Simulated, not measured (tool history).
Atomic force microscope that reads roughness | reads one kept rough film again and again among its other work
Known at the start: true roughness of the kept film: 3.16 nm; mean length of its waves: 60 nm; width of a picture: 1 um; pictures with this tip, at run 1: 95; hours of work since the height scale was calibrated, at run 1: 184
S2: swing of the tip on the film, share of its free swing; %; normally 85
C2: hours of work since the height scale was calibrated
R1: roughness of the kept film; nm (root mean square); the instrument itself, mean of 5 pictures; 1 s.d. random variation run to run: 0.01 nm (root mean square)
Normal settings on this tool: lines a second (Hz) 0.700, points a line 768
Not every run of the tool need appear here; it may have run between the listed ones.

{"run": 1, "hour": 0.0, "lines a second (Hz)": 0.7, "S2": 85, "points a line": 768, "pictures with this tip": 95, "C2": 184, "R1": 2.947}
{"run": 2, "hour": 18.1, "lines a second (Hz)": 0.7, "S2": 85, "points a line": 594, "pictures with this tip": 138, "C2": 197, "R1": 2.894}
{"run": 3, "hour": 37.3, "lines a second (Hz)": 0.7, "S2": 85, "points a line": 594, "pictures with this tip": 184, "C2": 210, "R1": 2.901}
{"run": 4, "hour": 51.2, "lines a second (Hz)": 0.7, "S2": 74, "points a line": 768, "pictures with this tip": 218, "C2": 220, "R1": 2.904}
{"run": 5, "hour": 73.7, "lines a second (Hz)": 0.7, "S2": 74, "points a line": 768, "pictures with this tip": 272, "C2": 236, "R1": 2.886}
{"hour": 97.5, "done": "new tip fitted"}
{"run": 6, "hour": 98.1, "lines a second (Hz)": 0.7, "S2": 74, "points a line": 768, "pictures with this tip": 2, "C2": 253, "R1": 2.99}
{"run": 7, "hour": 111.4, "lines a second (Hz)": 0.7, "S2": 74, "points a line": 768, "pictures with this tip": 34, "C2": 262, "R1": 2.978}
{"run": 8, "hour": 124.2, "lines a second (Hz)": 0.7, "S2": 74, "points a line": 768, "pictures with this tip": 64, "C2": 271, "R1": 2.986}
{"run": 9, "hour": 139.2, "lines a second (Hz)": 0.7, "S2": 85, "points a line": 768, "pictures with this tip": 100, "C2": 281, "R1": 2.912}
{"run": 10, "hour": 162.2, "lines a second (Hz)": 0.7, "S2": 85, "points a line": 896, "pictures with this tip": 156, "C2": 297, "R1": 2.897}
{"run": 11, "hour": 177.7, "lines a second (Hz)": 0.7, "S2": 85, "points a line": 896, "pictures with this tip": 193, "C2": 308, "R1": 2.898}
{"run": 12, "hour": 193.1, "lines a second (Hz)": 0.7, "S2": 85, "points a line": 896, "pictures with this tip": 230, "C2": 319, "R1": 2.869}
{"run": 13, "hour": 221.8, "lines a second (Hz)": 0.7, "S2": 85, "points a line": 896, "pictures with this tip": 299, "C2": 339, "R1": 2.854}
{"hour": 233.1, "done": "new tip fitted"}
{"run": 14, "hour": 237.0, "lines a second (Hz)": 0.7, "S2": 59, "points a line": 896, "pictures with this tip": 9, "C2": 349, "R1": 3.026}
{"run": 15, "hour": 256.7, "lines a second (Hz)": 0.7, "S2": 64, "points a line": 896, "pictures with this tip": 57, "C2": 363, "R1": 3.003}
{"run": 16, "hour": 272.3, "lines a second (Hz)": 0.7, "S2": 85, "points a line": 369, "pictures with this tip": 94, "C2": 374, "R1": 2.907}
{"run": 17, "hour": 298.1, "lines a second (Hz)": 0.7, "S2": 85, "points a line": 369, "pictures with this tip": 156, "C2": 392, "R1": 2.888}
{"run": 18, "hour": 327.3, "lines a second (Hz)": 0.7, "S2": 81, "points a line": 369, "pictures with this tip": 227, "C2": 412, "R1": 2.908}
{"run": 19, "hour": 340.1, "lines a second (Hz)": 0.7, "S2": 64, "points a line": 768, "pictures with this tip": 257, "C2": 421, "R1": 2.933}
{"hour": 368.7, "done": "new tip fitted"}
{"run": 20, "hour": 368.7, "lines a second (Hz)": 0.7, "S2": 70, "points a line": 839, "pictures with this tip": 0, "C2": 441, "R1": 3.007}
{"run": 21, "hour": 384.7, "lines a second (Hz)": 0.7, "S2": 70, "points a line": 839, "pictures with this tip": 39, "C2": 452, "R1": 2.982}
{"run": 22, "hour": 401.4, "lines a second (Hz)": 0.7, "S2": 73, "points a line": 993, "pictures with this tip": 79, "C2": 464, "R1": 2.962}
{"run": 23, "hour": 420.8, "lines a second (Hz)": 0.7, "S2": 79, "points a line": 703, "pictures with this tip": 125, "C2": 477, "R1": 2.928}
{"run": 24, "hour": 433.1, "lines a second (Hz)": 2.228, "S2": 58, "points a line": 703, "pictures with this tip": 155, "C2": 486, "R1": 2.918}
{"hour": 436.8, "done": "height scale calibrated on a step standard"}
{"run": 25, "hour": 451.6, "lines a second (Hz)": 2.228, "S2": 58, "points a line": 703, "pictures with this tip": 197, "C2": 10, "R1": 2.926}
{"run": 26, "hour": 463.9, "lines a second (Hz)": 2.228, "S2": 75, "points a line": 703, "pictures with this tip": 227, "C2": 19, "R1": 2.79}
{"run": 27, "hour": 487.4, "lines a second (Hz)": 1.251, "S2": 59, "points a line": 319, "pictures with this tip": 283, "C2": 35, "R1": 2.902}
{"hour": 504.3, "done": "new tip fitted"}
{"hour": 514.3, "done": "height scale calibrated on a step standard, once more"}
{"run": 28, "hour": 517.3, "lines a second (Hz)": 0.525, "S2": 84, "points a line": 388, "pictures with this tip": 29, "C2": 2, "R1": 2.983}
{"run": 29, "hour": 536.0, "lines a second (Hz)": 0.525, "S2": 84, "points a line": 261, "pictures with this tip": 73, "C2": 15, "R1": 2.968}
{"run": 30, "hour": 554.2, "lines a second (Hz)": 0.525, "S2": 64, "points a line": 364, "pictures with this tip": 117, "C2": 28, "R1": 2.98}
{"run": 31, "hour": 581.9, "lines a second (Hz)": 0.525, "S2": 79, "points a line": 364, "pictures with this tip": 184, "C2": 47, "R1": 2.928}
{"run": 32, "hour": 596.4, "lines a second (Hz)": 1.91, "S2": 85, "points a line": 541, "pictures with this tip": 219, "C2": 57, "R1": 2.735}
{"run": 33, "hour": 614.3, "lines a second (Hz)": 2.56, "S2": 65, "points a line": 481, "pictures with this tip": 262, "C2": 70, "R1": 2.834}
{"hour": 640.4, "done": "new tip fitted"}
{"run": 34, "hour": 642.8, "lines a second (Hz)": 1.923, "S2": 65, "points a line": 481, "pictures with this tip": 6, "C2": 89, "R1": 2.944}
{"run": 35, "hour": 671.5, "lines a second (Hz)": 1.923, "S2": 59, "points a line": 481, "pictures with this tip": 75, "C2": 109, "R1": 2.969}
{"run": 36, "hour": 695.5, "lines a second (Hz)": 1.923, "S2": 59, "points a line": 481, "pictures with this tip": 133, "C2": 126, "R1": 2.936}
{"run": 37, "hour": 707.7, "lines a second (Hz)": 1.923, "S2": 64, "points a line": 339, "pictures with this tip": 162, "C2": 135, "R1": 2.915}
{"run": 38, "hour": 727.7, "lines a second (Hz)": 2.455, "S2": 69, "points a line": 326, "pictures with this tip": 211, "C2": 149, "R1": 2.83}

Alternative continuations, all from the tool just after run 38; predict every row:
{"run": "A", "hour": 752.9, "lines a second (Hz)": 0.7, "S2": 58, "points a line": 768, "pictures with this tip": 271, "C2": 166, "R1": "?"}
{"run": "B", "hour": 752.9, "lines a second (Hz)": 0.778, "S2": 59, "points a line": 768, "pictures with this tip": 271, "C2": 166, "R1": "?"}
{"run": "C", "hour": 752.9, "lines a second (Hz)": 2.455, "S2": 84, "points a line": 326, "pictures with this tip": 271, "C2": 166, "R1": "?"}
{"run": "D", "hour": 752.9, "lines a second (Hz)": 0.7, "S2": 85, "points a line": 825, "pictures with this tip": 271, "C2": 166, "R1": "?"}

run=A R1=2.919
run=B R1=2.907
run=C R1=2.656
run=D R1=2.862
Without the tool's hidden state the same runs would have given:
run=A R1=3.021
run=B R1=3.009
run=C R1=2.749
run=D R1=2.962
